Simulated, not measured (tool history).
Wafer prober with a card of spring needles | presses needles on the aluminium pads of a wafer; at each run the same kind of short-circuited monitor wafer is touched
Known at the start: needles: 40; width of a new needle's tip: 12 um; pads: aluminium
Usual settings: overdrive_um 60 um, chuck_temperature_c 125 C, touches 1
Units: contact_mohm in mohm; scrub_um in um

| run | day | overdrive_um | chuck_temperature_c | touches | contact_mohm | scrub_um |
|---|---|---|---|---|---|---|
| 1 | 0.000 | 60 | 125 | 1 | 188 | 15.69 |
|  | 0.354 | tips cleaned on abrasive film |
| 2 | 0.362 | 60 | 125 | 1 | 191 | 15.59 |
|  | 0.746 | tips cleaned on abrasive film |
| 3 | 0.842 | 60 | 125 | 1 | 187 | 15.54 |
|  | 1.154 | tips cleaned on abrasive film |
| 4 | 1.154 | 60 | 125 | 1 | 187 | 15.59 |
|  | 1.562 | tips cleaned on abrasive film |
| 5 | 1.562 | 60 | 125 | 1 | 190 | 15.59 |
|  | 1.954 | tips cleaned on abrasive film |
| 6 | 2.004 | 60 | 125 | 1 | 189 | 15.61 |
|  | 2.271 | height of the first contact set anew |
| 7 | 2.271 | 60 | 125 | 1 | 189 | 15.62 |
|  | 2.371 | tips cleaned on abrasive film |
| 8 | 2.529 | 60 | 125 | 1 | 190 | 15.60 |
|  | 2.767 | tips cleaned on abrasive film |
| 9 | 2.767 | 79 | 125 | 1 | 188 | 20.57 |
|  | 3.167 | tips cleaned on abrasive film |
| 10 | 3.238 | 79 | 125 | 1 | 187 | 20.58 |
| 11 | 3.512 | 60 | 73 | 1 | 179 | 15.57 |
|  | 3.575 | tips cleaned on abrasive film |
| 12 | 3.812 | 60 | 73 | 1 | 178 | 15.59 |
|  | 4.000 | tips cleaned on abrasive film |
| 13 | 4.333 | 60 | 73 | 1 | 182 | 15.63 |
|  | 4.417 | tips cleaned on abrasive film |
| 14 | 4.667 | 60 | 73 | 1 | 181 | 15.53 |
|  | 4.825 | tips cleaned on abrasive film |
| 15 | 5.125 | 60 | 125 | 1 | 188 | 15.58 |
|  | 5.242 | tips cleaned on abrasive film |
| 16 | 5.371 | 60 | 125 | 1 | 185 | 15.60 |
|  | 5.633 | tips cleaned on abrasive film |
| 17 | 5.654 | 58 | 125 | 1 | 189 | 15.08 |
|  | 6.046 | tips cleaned on abrasive film |
| 18 | 6.200 | 58 | 125 | 1 | 188 | 15.09 |
|  | 6.471 | tips cleaned on abrasive film |
| 19 | 6.504 | 68 | 57 | 2 | 175 | 17.68 |
|  | 6.867 | tips cleaned on abrasive film |
| 20 | 6.904 | 68 | 57 | 2 | 177 | 17.75 |
| 21 | 7.229 | 68 | 57 | 2 | 173 | 17.73 |
|  | 7.283 | tips cleaned on abrasive film |
| 22 | 7.667 | 68 | 57 | 2 | 174 | 17.63 |
|  | 7.721 | tips cleaned on abrasive film |
|  | 8.129 | tips cleaned on abrasive film |
| 23 | 8.171 | 61 | 74 | 2 | 178 | 15.82 |
|  | 8.538 | tips cleaned on abrasive film |
| 24 | 8.696 | 47 | 85 | 1 | 184 | 12.27 |
|  | 8.950 | tips cleaned on abrasive film |
| 25 | 9.233 | 47 | 85 | 1 | 182 | 12.18 |
|  | 9.350 | tips cleaned on abrasive film |
| 26 | 9.517 | 40 | 54 | 2 | 175 | 10.40 |
|  | 9.750 | tips cleaned on abrasive film |
| 27 | 10.062 | 40 | 54 | 2 | 179 | 10.40 |
|  | 10.154 | tips cleaned on abrasive film |
| 28 | 10.417 | 55 | 54 | 2 | 176 | 14.31 |
|  | 10.575 | tips cleaned on abrasive film |
| 29 | 10.800 | 55 | 54 | 2 | 177 | 14.36 |
|  | 10.988 | tips cleaned on abrasive film |
| 30 | 11.196 | 67 | 25 | 1 | 173 | 17.41 |
|  | 11.383 | tips cleaned on abrasive film |
| 31 | 11.746 | 67 | 25 | 1 | 169 | 17.53 |
|  | 11.800 | tips cleaned on abrasive film |
| 32 | 12.000 | 67 | 25 | 1 | 167 | 17.48 |

Forecast each of these 4 alternatives for the next run:
|  | 12.204 | tips cleaned on abrasive film |
| A | 12.471 | 48 | 28 | 1 | ? | ? |
|  | 12.204 | tips cleaned on abrasive film |
| B | 12.471 | 58 | 121 | 1 | ? | ? |
|  | 12.204 | tips cleaned on abrasive film |
| C | 12.471 | 43 | 25 | 1 | ? | ? |
|  | 12.204 | tips cleaned on abrasive film |
| D | 12.471 | 60 | 32 | 1 | ? | ? |

| run | contact_mohm | scrub_um |
|---|---|---|
| A | 176 | 12.44 |
| B | 192 | 15.06 |
| C | 173 | 11.07 |
| D | 172 | 15.54 |
Without the tool's hidden state the same runs would have given:
| run | contact_mohm | scrub_um |
|---|---|---|
| A | 175 | 12.45 |
| B | 192 | 15.07 |
| C | 172 | 11.08 |
| D | 171 | 15.55 |
